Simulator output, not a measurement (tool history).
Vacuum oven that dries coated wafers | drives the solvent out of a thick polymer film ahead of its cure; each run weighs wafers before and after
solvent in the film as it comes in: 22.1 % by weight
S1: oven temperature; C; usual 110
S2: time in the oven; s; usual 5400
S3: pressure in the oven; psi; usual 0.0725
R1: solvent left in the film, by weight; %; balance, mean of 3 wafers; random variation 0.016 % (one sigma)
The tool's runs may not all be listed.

run 1 hour=0 | S1=110 S2=5400 S3=0.0725 | R1=1.21
run 2 hour=19.5 | S1=110 S2=5400 S3=0.0725 | R1=1.24
run 3 hour=46.4 | S1=110 S2=5400 S3=0.0725 | R1=1.22
run 4 hour=60.9 | S1=110 S2=5400 S3=0.0725 | R1=1.22
run 5 hour=74.6 | S1=110 S2=5400 S3=0.0725 | R1=1.24
run 6 hour=92.1 | S1=123 S2=5400 S3=0.0725 | R1=0.24
run 7 hour=119.6 | S1=123 S2=5400 S3=0.0725 | R1=0.24
run 8 hour=146.8 | S1=123 S2=5400 S3=0.0725 | R1=0.25
run 9 hour=177.1 | S1=110 S2=5400 S3=0.0725 | R1=1.19
run 10 hour=204.9 | S1=110 S2=5400 S3=0.0725 | R1=1.21
run 11 hour=224.6 | S1=119 S2=5400 S3=0.0725 | R1=0.34
run 12 hour=247.5 | S1=97 S2=5400 S3=0.0725 | R1=5.48
run 13 hour=260.7 | S1=97 S2=5400 S3=0.0725 | R1=5.45
run 14 hour=288.2 | S1=97 S2=5400 S3=0.0725 | R1=5.45
run 15 hour=301.4 | S1=97 S2=5400 S3=0.0725 | R1=5.4
run 16 hour=326.7 | S1=97 S2=5400 S3=0.0725 | R1=5.44
run 17 hour=343.3 | S1=97 S2=4320 S3=0.0995 | R1=6.96
run 18 hour=375.4 | S1=101 S2=6540 S3=0.1182 | R1=3.95
run 19 hour=392.4 | S1=123 S2=5580 S3=0.1346 | R1=0.42
run 20 hour=408.9 | S1=118 S2=8580 S3=0.0667 | R1=0.29
run 21 hour=435.5 | S1=124 S2=6960 S3=0.2334 | R1=0.56
run 22 hour=464.5 | S1=124 S2=6960 S3=0.2334 | R1=0.56
run 23 hour=491.9 | S1=110 S2=7800 S3=0.0508 | R1=0.72
run 24 hour=521.5 | S1=125 S2=6900 S3=0.0796 | R1=0.22
run 25 hour=537.9 | S1=115 S2=5400 S3=0.2731 | R1=1.38
run 26 hour=567.5 | S1=115 S2=8040 S3=0.1537 | R1=0.63
run 27 hour=589.5 | S1=120 S2=7860 S3=0.0725 | R1=0.28
run 28 hour=618 | S1=117 S2=4560 S3=0.0725 | R1=0.89
run 29 hour=642.1 | S1=122 S2=5460 S3=0.0725 | R1=0.33
run 30 hour=665.4 | S1=121 S2=5460 S3=0.0744 | R1=0.35
run 31 hour=685.6 | S1=109 S2=8400 S3=0.1814 | R1=1.17
run 32 hour=712 | S1=108 S2=9000 S3=0.0437 | R1=0.72

Not shown: 1 entry that the log had between the listed runs. Between which runs, and how does the tool's hidden state differ before and after?
Between runs 17 and 18: oven's thermocouples calibrated (hour 350.1)
  true wafer temperature over the reading, C: 2.87 -> 0.13; true pressure over the reading, kPa: 0.229 -> 0.235
  measured less the result without the state, R1: -1.2 -> +0.08 %

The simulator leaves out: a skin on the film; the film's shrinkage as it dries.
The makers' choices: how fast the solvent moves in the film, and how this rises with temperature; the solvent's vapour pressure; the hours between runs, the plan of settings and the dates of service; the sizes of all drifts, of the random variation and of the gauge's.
